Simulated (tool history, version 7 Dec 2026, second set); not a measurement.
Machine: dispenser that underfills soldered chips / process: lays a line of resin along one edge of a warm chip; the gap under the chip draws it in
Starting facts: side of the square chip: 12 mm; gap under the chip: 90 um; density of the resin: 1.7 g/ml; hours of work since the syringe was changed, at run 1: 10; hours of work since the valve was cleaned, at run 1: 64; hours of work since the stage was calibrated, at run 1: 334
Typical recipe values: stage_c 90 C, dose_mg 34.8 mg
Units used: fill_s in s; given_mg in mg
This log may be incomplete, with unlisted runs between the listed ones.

run	day	stage_c	dose_mg	hours of work since the syringe was changed	hours of work since the valve was cleaned	hours of work since the stage was calibrated	fill_s	given_mg
1	0.000	90	34.8	10	64	334	136.9	32.47
# day 0.146: new syringe of resin
2	0.296	90	34.8	2	68	338	107.9	32.41
# day 0.521: dispensing valve cleaned and set on the balance
3	0.879	90	34.8	10	5	346	141.0	34.77
# day 0.992: new syringe of resin
4	1.233	90	34.8	4	10	352	110.6	34.64
5	1.571	88	34.8	9	15	357	143.7	34.34
# day 1.817: new syringe of resin
6	1.954	88	34.8	2	21	362	118.2	34.55
7	2.258	90	44.6	7	25	367	121.4	43.53
# day 2.608: new syringe of resin
8	2.779	90	44.6	3	33	374	104.8	43.42
9	3.242	90	44.6	9	40	381	134.1	42.94
# day 3.421: new syringe of resin
10	3.629	90	34.8	3	45	387	105.8	33.31
11	3.917	102	34.8	7	50	391	72.7	33.18
# day 4.233: new syringe of resin
12	4.392	102	34.8	2	56	398	61.6	33.13
13	4.654	102	34.8	6	60	401	69.8	32.84
14	4.875	90	34.8	10	64	405	131.1	32.58
# day 5.033: new syringe of resin
# day 5.371: dispensing valve cleaned and set on the balance
15	5.454	76	34.8	6	1	413	229.8	34.58
# day 5.862: new syringe of resin
16	5.992	76	34.8	2	9	420	199.1	34.28
17	6.433	76	34.8	8	16	427	253.6	34.18
# day 6.667: new syringe of resin
18	6.850	76	37.5	3	22	433	207.7	36.66
19	7.121	97	31.0	7	26	437	90.9	30.26
20	7.396	97	31.0	11	30	441	101.6	29.97
# day 7.479: new syringe of resin
21	7.775	102	30.1	4	35	446	67.7	29.08
# day 8.271: new syringe of resin
22	8.325	94	31.6	1	43	454	81.6	30.44
23	8.638	94	31.6	5	48	459	97.4	30.49
# day 9.058: new syringe of resin
24	9.146	78	35.3	1	55	466	174.3	33.70
25	9.508	89	35.3	7	60	472	124.1	33.32
26	9.821	99	45.0	11	65	476	89.9	42.48
# day 9.871: new syringe of resin
# day 10.246: dispensing valve cleaned and set on the balance
27	10.342	97	30.4	6	1	483	88.2	30.41
# day 10.721: new syringe of resin
28	10.771	97	30.4	1	8	490	71.8	30.19

5 ways to go on from here, each from the tool as it stands after run 28. What would each give?
A	11.042	82	35.7	5	12	493	?	?
B	11.042	78	44.4	5	12	493	?	?
C	11.042	97	33.5	5	12	493	?	?
D	11.042	92	44.6	5	12	493	?	?
E	11.042	76	33.5	5	12	493	?	?

run	fill_s	given_mg
A	162.3	34.95
B	190.2	43.74
C	81.0	32.95
D	99.8	44.08
E	216.9	33.00
With the hidden condition removed and each run's random variation left untouched, the same runs would have given:
run	fill_s	given_mg
A	165.6	35.42
B	195.0	44.34
C	81.3	33.40
D	100.9	44.68
E	222.5	33.45
